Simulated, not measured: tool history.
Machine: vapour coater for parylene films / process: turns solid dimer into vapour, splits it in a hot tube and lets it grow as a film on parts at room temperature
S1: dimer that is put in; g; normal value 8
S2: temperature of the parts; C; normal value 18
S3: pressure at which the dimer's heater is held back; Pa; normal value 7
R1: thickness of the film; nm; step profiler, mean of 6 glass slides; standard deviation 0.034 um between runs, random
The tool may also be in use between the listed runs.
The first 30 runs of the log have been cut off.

Run 31, hour 553.8: usual settings but S2 29 C, S3 10.76 Pa. Result: R1 1850 nm.
Run 32, hour 566.4: usual settings but S2 29 C, S3 10.76 Pa. Result: R1 1760 nm.
Run 33, hour 584.2: usual settings but S1 10 g, S2 22 C, S3 4.71 Pa. Result: R1 3220 nm.
Run 34, hour 600.8: usual settings but S1 10 g, S2 22 C, S3 4.71 Pa. Result: R1 3150 nm.
Run 35, hour 616.8: usual settings but S1 10 g, S2 22 C, S3 4.71 Pa. Result: R1 3160 nm.
Run 36, hour 629.1: usual settings but S1 14 g, S2 21 C, S3 2.08 Pa. Result: R1 4790 nm.
Run 37, hour 649.4: usual settings but S1 14 g, S2 21 C, S3 2.08 Pa. Result: R1 4810 nm.
At hour 661.8: trap's valve overhauled.
Run 38, hour 664.7: usual settings but S2 14 C, S3 3.94 Pa. Result: R1 4160 nm.
Run 39, hour 680.3: usual settings but S2 14 C, S3 3.94 Pa. Result: R1 4050 nm.
Run 40, hour 704.4: usual settings but S2 14 C, S3 3.94 Pa. Result: R1 4090 nm.
Run 41, hour 720.7: usual settings but S1 5 g, S2 24 C, S3 9.93 Pa. Result: R1 1490 nm.
Run 42, hour 732.1: usual settings but S1 5 g, S2 24 C, S3 9.93 Pa. Result: R1 1480 nm.
Run 43, hour 755.1: usual settings but S1 7 g, S2 14 C, S3 3.01 Pa. Result: R1 3530 nm.
Run 44, hour 780.1: usual settings but S1 7 g, S2 14 C, S3 3.01 Pa. Result: R1 3450 nm.
Run 45, hour 806.5: usual settings but S2 15 C. Result: R1 3590 nm.
Run 46, hour 831.1: usual settings but S1 12 g, S3 9.91 Pa. Result: R1 4570 nm.
Run 47, hour 842.3: usual settings but S2 17 C, S3 5.74 Pa. Result: R1 3260 nm.

Below are 3 alternative next runs, each starting from the tool's condition after run 47. Predict each:
Run A, hour 857.4: usual settings but S1 12 g, S2 30 C, S3 8.69 Pa. Result: R1 ?.
Run B, hour 857.4: usual settings but S3 6.47 Pa. Result: R1 ?.
Run C, hour 857.4: usual settings but S1 4 g, S2 11 C, S3 2.63 Pa. Result: R1 ?.

run    R1
  A  2540
  B  3010
  C  2230
With the hidden condition removed and each run's random variation left untouched, the same runs would have given:
run    R1
  A  2900
  B  3440
  C  2540
